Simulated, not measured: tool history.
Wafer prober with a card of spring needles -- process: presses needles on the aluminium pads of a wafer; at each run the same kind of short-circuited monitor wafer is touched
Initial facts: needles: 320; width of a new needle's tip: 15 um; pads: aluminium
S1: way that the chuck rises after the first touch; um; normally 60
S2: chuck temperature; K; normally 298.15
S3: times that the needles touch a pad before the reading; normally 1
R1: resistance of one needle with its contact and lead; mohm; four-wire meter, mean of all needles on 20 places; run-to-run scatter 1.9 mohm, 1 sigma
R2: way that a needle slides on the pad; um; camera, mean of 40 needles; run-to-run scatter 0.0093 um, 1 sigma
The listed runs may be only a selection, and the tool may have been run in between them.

run 1 day=0 | S1=60 S2=298.15 S3=1 | R1=243 R2=10.86
-- day=0.358 tips cleaned on abrasive film
-- day=1.088 tips cleaned on abrasive film
-- day=1.817 tips cleaned on abrasive film
-- day=2.725 tips cleaned on abrasive film
run 2 day=2.958 | S1=60 S2=298.15 S3=1 | R1=229 R2=10.827
-- day=3.504 tips cleaned on abrasive film
-- day=4.233 tips cleaned on abrasive film
-- day=4.962 tips cleaned on abrasive film
-- day=5.858 tips cleaned on abrasive film
run 3 day=6.162 | S1=60 S2=298.15 S3=1 | R1=233 R2=10.771
-- day=6.683 tips cleaned on abrasive film
-- day=7.588 tips cleaned on abrasive film
-- day=8.317 tips cleaned on abrasive film
run 4 day=8.904 | S1=60 S2=331.15 S3=1 | R1=251 R2=10.774
-- day=9.088 tips cleaned on abrasive film
-- day=9.996 tips cleaned on abrasive film
-- day=10.725 tips cleaned on abrasive film
-- day=11.625 tips cleaned on abrasive film
run 5 day=12.046 | S1=60 S2=331.15 S3=1 | R1=251 R2=10.706
-- day=12.412 tips cleaned on abrasive film
-- day=13.3 tips cleaned on abrasive film
-- day=13.496 height of the first contact set anew
-- day=14.042 tips cleaned on abrasive film
run 6 day=14.4 | S1=60 S2=298.15 S3=1 | R1=233 R2=10.853
-- day=14.946 tips cleaned on abrasive film
-- day=15.675 tips cleaned on abrasive film
-- day=16.404 tips cleaned on abrasive film
-- day=17.133 tips cleaned on abrasive film
-- day=18.008 tips cleaned on abrasive film
run 7 day=18.362 | S1=49 S2=298.15 S3=1 | R1=260 R2=8.824
-- day=18.896 tips cleaned on abrasive film
-- day=19.621 tips cleaned on abrasive film
-- day=20.35 tips cleaned on abrasive film
-- day=21.079 tips cleaned on abrasive film
run 8 day=21.717 | S1=49 S2=298.15 S3=1 | R1=269 R2=8.78
-- day=21.9 tips cleaned on abrasive film
-- day=22.804 tips cleaned on abrasive film
-- day=23.708 tips cleaned on abrasive film
-- day=24.438 tips cleaned on abrasive film
run 9 day=25.029 | S1=60 S2=298.15 S3=1 | R1=249 R2=10.738
-- day=25.217 tips cleaned on abrasive film
-- day=25.946 tips cleaned on abrasive film
-- day=26.671 tips cleaned on abrasive film
run 10 day=27.067 | S1=44 S2=298.15 S3=2 | R1=244 R2=7.806

For run 11, what comes out?
-- day=27.258 height of the first contact set anew
-- day=27.429 tips cleaned on abrasive film
-- day=28.338 tips cleaned on abrasive film
run 11 day=28.871 | S1=44 S2=298.15 S3=2 | R1=? R2=?

R1: 255 mohm
R2: 7.941 um
With the hidden condition absent and the run-to-run variation left alone, this run would have shown R1 205 mohm, R2 7.963 um.
